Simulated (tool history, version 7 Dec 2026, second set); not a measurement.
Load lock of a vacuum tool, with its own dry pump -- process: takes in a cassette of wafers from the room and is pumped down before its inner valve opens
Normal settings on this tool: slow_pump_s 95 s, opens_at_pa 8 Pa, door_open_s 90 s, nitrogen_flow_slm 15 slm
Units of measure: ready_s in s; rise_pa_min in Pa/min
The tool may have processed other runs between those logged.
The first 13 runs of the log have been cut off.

run	day	slow_pump_s	opens_at_pa	door_open_s	nitrogen_flow_slm	incoming humidity of the room's air, %	ready_s	rise_pa_min
14	104.171	72	8	90	15	45.5	245.2	0.098
15	109.875	72	8	90	15	43.5	246.6	0.113
16	115.271	72	8	90	15	46.7	245.1	0.114
17	123.621	72	8	90	15	42.9	245.4	0.124
18	132.742	72	8	90	15	51.0	246.6	0.144
19	141.358	56	15	180	19	43.5	222.7	0.166
20	150.121	156	10	78	6	44.3	299.8	0.177
21	158.788	55	8	35	15	45.6	235.1	0.166
22	167.883	186	8	27	4	43.2	329.8	0.185
23	176.150	186	8	27	4	43.8	329.7	0.203
24	184.238	186	8	27	4	49.3	329.3	0.214
25	191.392	186	8	52	7	44.0	330.0	0.248
26	202.208	174	16	56	10	43.8	306.8	0.267
27	210.946	174	16	56	10	45.3	307.2	0.290
28	215.683	174	16	56	10	44.2	306.5	0.299
29	224.429	95	8	206	15	46.1	267.9	0.354
30	233.617	95	8	206	15	44.1	267.2	0.378
31	240.450	95	8	206	15	44.7	268.8	0.402
32	251.242	95	8	206	15	44.5	269.6	0.430
33	258.488	95	15	90	15	43.3	250.5	0.425
34	265.650	111	12	90	15	46.2	272.3	0.438

Forecast run 35:
35	276.904	85	14	36	8	47.3	?	?

{"run 35": {"ready_s": 248.0, "rise_pa_min": 0.461}}
With no hidden state in the tool, this same run would have given ready_s 229.8 s, rise_pa_min 0.025 Pa/min.
